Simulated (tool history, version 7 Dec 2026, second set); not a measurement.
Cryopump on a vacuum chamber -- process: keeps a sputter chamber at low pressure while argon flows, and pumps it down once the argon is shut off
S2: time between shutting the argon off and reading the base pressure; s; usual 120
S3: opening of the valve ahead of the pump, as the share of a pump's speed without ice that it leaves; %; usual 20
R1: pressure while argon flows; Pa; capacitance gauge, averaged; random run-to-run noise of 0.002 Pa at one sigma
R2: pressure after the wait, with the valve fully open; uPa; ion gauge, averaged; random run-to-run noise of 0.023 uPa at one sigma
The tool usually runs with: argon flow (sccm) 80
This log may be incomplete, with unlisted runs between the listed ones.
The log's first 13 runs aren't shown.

Run 14, hour 517.4: usual settings but argon flow (sccm) 134, S3 28 %. Result: R1 0.5981 Pa, R2 1.04 uPa.
Run 15, hour 569.9: usual settings but argon flow (sccm) 134, S3 28 %. Result: R1 0.5966 Pa, R2 1.07 uPa.
Run 16, hour 608.2: usual settings but argon flow (sccm) 134, S3 28 %. Result: R1 0.6025 Pa, R2 1.10 uPa.
Run 17, hour 661.2: usual settings but argon flow (sccm) 134, S3 28 %. Result: R1 0.6064 Pa, R2 1.14 uPa.
Run 18, hour 715.1: usual settings but argon flow (sccm) 60, S2 29 s, S3 19 %. Result: R1 0.3948 Pa, R2 2.73 uPa.
At hour 751.1: pump warmed up, emptied and cooled again.
Run 19, hour 774.6: usual settings but argon flow (sccm) 149, S3 57 %. Result: R1 0.3200 Pa, R2 1.08 uPa.
Run 20, hour 824.5: usual settings but argon flow (sccm) 149, S3 57 %. Result: R1 0.3232 Pa, R2 1.09 uPa.
Run 21, hour 867.3: usual settings but argon flow (sccm) 149, S3 57 %. Result: R1 0.3274 Pa, R2 1.16 uPa.
Run 22, hour 901.2: usual settings but argon flow (sccm) 149, S3 57 %. Result: R1 0.3291 Pa, R2 1.15 uPa.
Run 23, hour 937.4: usual settings but argon flow (sccm) 106, S3 16 %. Result: R1 0.8037 Pa, R2 1.22 uPa.
Run 24, hour 994.1: usual settings but argon flow (sccm) 79, S2 47 s, S3 57 %. Result: R1 0.1774 Pa, R2 2.06 uPa.
Run 25, hour 1025.8: usual settings but argon flow (sccm) 36, S2 45 s, S3 25 %. Result: R1 0.1768 Pa, R2 2.17 uPa.
Run 26, hour 1081.1: usual settings but argon flow (sccm) 94, S2 101 s, S3 30 %. Result: R1 0.3955 Pa, R2 1.37 uPa.
Run 27, hour 1115.0: usual settings but argon flow (sccm) 94, S2 101 s, S3 30 %. Result: R1 0.3978 Pa, R2 1.44 uPa.
Run 28, hour 1171.3: usual settings but argon flow (sccm) 114, S2 25 s. Result: R1 0.7153 Pa, R2 3.26 uPa.
Run 29, hour 1227.4: usual settings but argon flow (sccm) 153, S2 59 s, S3 25 %. Result: R1 0.7745 Pa, R2 1.97 uPa.
Run 30, hour 1265.6: usual settings but argon flow (sccm) 153, S2 59 s, S3 25 %. Result: R1 0.7866 Pa, R2 2.00 uPa.
At hour 1275.6: pump warmed up, emptied and cooled again.
Run 31, hour 1297.2: usual settings but argon flow (sccm) 37, S2 102 s, S3 19 %. Result: R1 0.2342 Pa, R2 1.38 uPa.
Run 32, hour 1329.6: usual settings but argon flow (sccm) 58, S2 219 s. Result: R1 0.3513 Pa, R2 1.11 uPa.
Run 33, hour 1358.1: usual settings but argon flow (sccm) 49, S2 205 s, S3 48 %. Result: R1 0.1251 Pa, R2 1.11 uPa.
Run 34, hour 1395.3: usual settings but argon flow (sccm) 49, S2 193 s, S3 48 %. Result: R1 0.1267 Pa, R2 1.17 uPa.

Alternative continuations, all from the tool just after run 34; predict every row:
Run A, hour 1428.1: usual settings but argon flow (sccm) 71, S2 193 s, S3 28 %. Result: R1 ?, R2 ?.
Run B, hour 1428.1: usual settings but argon flow (sccm) 72, S2 37 s, S3 55 %. Result: R1 ?, R2 ?.
Run C, hour 1428.1: usual settings but argon flow (sccm) 64, S2 22 s, S3 18 %. Result: R1 ?, R2 ?.

run      R1    R2
  A  0.3097  1.20
  B  0.1648  2.51
  C  0.4312  3.74
Take away the tool's hidden state, keep each run's random variation, and the runs would have read:
run      R1    R2
  A  0.3032  0.55
  B  0.1582  1.86
  C  0.4253  3.08
